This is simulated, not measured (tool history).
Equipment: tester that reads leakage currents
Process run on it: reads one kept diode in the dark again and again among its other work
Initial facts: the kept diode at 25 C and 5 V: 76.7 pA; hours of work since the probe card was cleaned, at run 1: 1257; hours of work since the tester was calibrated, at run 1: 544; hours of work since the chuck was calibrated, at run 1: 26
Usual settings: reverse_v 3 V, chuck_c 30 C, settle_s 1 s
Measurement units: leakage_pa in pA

run	hour	reverse_v	chuck_c	settle_s	hours of work since the probe card was cleaned	hours of work since the tester was calibrated	hours of work since the chuck was calibrated	leakage_pa
1	0	3	30	1	1257	544	26	97.57
2	33.5	3	30	1	1274	561	43	97.72
3	59.1	3	49	1	1287	574	56	402.6
4	82.5	3	30	1	1299	586	68	98.33
5	104.9	3	41	1	1310	598	79	225.36
6	156.8	19.23	30	1	1337	624	106	177.31
7	203.3	19.23	30	1	1360	648	129	177.48
8	239.3	3	30	1	1379	666	148	97.79
9	264.6	4.59	30	1	1392	679	160	111.35
10	310.7	4.59	30	1	1415	702	184	112.15
11	341.3	17.27	30	1	1431	718	200	171.84

Estimate the outcome of run 12 from the log above:
12	393.1	8.39	31	1.22	1457	744	226	?

Logged for run 12: leakage_pa 146.76 pA.
With no hidden state in the tool, this same run would have given leakage_pa 146.67 pA.
